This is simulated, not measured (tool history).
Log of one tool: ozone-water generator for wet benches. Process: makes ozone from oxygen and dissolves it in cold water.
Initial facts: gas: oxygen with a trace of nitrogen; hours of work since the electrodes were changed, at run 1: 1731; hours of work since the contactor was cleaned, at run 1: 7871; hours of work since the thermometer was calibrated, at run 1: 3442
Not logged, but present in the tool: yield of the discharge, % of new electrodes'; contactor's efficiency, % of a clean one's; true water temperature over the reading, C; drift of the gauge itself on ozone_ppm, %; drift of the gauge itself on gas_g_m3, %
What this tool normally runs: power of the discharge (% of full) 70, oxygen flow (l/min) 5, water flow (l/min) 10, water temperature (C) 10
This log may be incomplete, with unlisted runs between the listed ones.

run,hour,power of the discharge (% of full),oxygen flow (l/min),water flow (l/min),water temperature (C),hours of work since the electrodes were changed,hours of work since the contactor was cleaned,hours of work since the thermometer was calibrated,dissolved ozone (ppm),ozone in the gas ahead of the water (g/m3)
1,0,70,5,10,10,1731,7871,3442,24,164.5
2,67.9,70,5,10,10,1793,7933,3504,24.3,165.2
3,129.1,70,5,10,10,1849,7989,3560,24.2,164.9
4,210.8,70,5,10,10,1924,8063,3635,24.4,165.8
5,335.5,70,5,10,10,2038,8177,3749,24,164.5
6,416.1,70,5,10,10,2111,8251,3823,23.9,164
7,477.6,51,5,10,10,2168,8307,3879,18.8,128.9
8,533.4,51,5,10,10,2219,8358,3930,18.5,128.1
9,595.5,51,5,10,10,2275,8415,3987,18.5,128
10,721,51,5,10,10,2390,8530,4101,18.6,128.3
11,783.8,51,5,10,10,2448,8587,4159,18.4,127
12,867.8,51,5,10,10,2524,8664,4235,18.5,127.3
13,985,70,5,9,10,2632,8771,4343,25,164.2
14,1062.2,70,5,10,16,2702,8842,4413,21.2,162.4
# hour 1092: water thermometer calibrated
15,1180.4,70,5,10,16,2810,8949,81,21.1,161.8
16,1234.8,70,5,10,16,2859,8999,130,21,163.7
17,1287.6,50,4.93,14,15,2908,9047,179,13.1,126
# hour 1403.8: contactor cleaned
18,1404.9,81,4.93,6,11,3011,1,282,38.1,185.2
19,1463.3,69,7.64,15,13,3065,54,336,16.9,121
20,1567.8,69,7.64,15,13,3160,150,431,16.9,121.3
21,1666.7,87,4.44,10,13,3251,240,522,30.1,206.6

Expected results for the next run?
22,1782.4,87,3.36,7,13,3356,346,627,?,?

dissolved ozone (ppm): 39.6
ozone in the gas ahead of the water (g/m3): 249.4
Were there no unlogged condition in the tool, this run, its random variation unchanged, would have produced dissolved ozone (ppm) 41.6, ozone in the gas ahead of the water (g/m3) 259.5.
